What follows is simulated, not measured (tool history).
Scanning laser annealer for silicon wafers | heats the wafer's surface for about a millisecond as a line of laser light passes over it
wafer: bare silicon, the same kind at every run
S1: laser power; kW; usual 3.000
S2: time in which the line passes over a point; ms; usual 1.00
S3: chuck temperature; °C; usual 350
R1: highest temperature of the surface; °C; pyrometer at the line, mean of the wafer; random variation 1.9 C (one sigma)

run 1 hour=0.0 | S1=3.000 S2=1.00 S3=350 | R1=1084
-- hour=14.6 optics aligned, line set to its width
run 2 hour=82.5 | S1=3.000 S2=1.00 S3=350 | R1=1086
run 3 hour=128.5 | S1=3.000 S2=1.00 S3=350 | R1=1088
run 4 hour=172.6 | S1=3.000 S2=1.00 S3=350 | R1=1087
run 5 hour=227.1 | S1=3.000 S2=0.91 S3=350 | R1=1054
run 6 hour=277.9 | S1=2.662 S2=1.00 S3=350 | R1=1001
-- hour=312.6 window over the wafer cleaned
run 7 hour=316.9 | S1=2.951 S2=0.91 S3=361 | R1=1056
run 8 hour=361.9 | S1=2.951 S2=0.76 S3=375 | R1=1012
run 9 hour=429.4 | S1=2.833 S2=1.05 S3=350 | R1=1059
run 10 hour=496.9 | S1=3.000 S2=1.23 S3=350 | R1=1161
run 11 hour=568.0 | S1=3.000 S2=1.23 S3=350 | R1=1165

4 ways to go on from here, each from the tool as it stands after run 11. What would each give?
run A hour=606.1 | S1=3.132 S2=0.85 S3=365 | R1=?
run B hour=606.1 | S1=3.163 S2=1.22 S3=312 | R1=?
run C hour=606.1 | S1=3.000 S2=1.20 S3=363 | R1=?
run D hour=606.1 | S1=3.207 S2=0.76 S3=350 | R1=?

run=A R1=1081
run=B R1=1164
run=C R1=1166
run=D R1=1044
Without the tool's hidden state the same runs would have given:
run=A R1=1081
run=B R1=1165
run=C R1=1167
run=D R1=1044
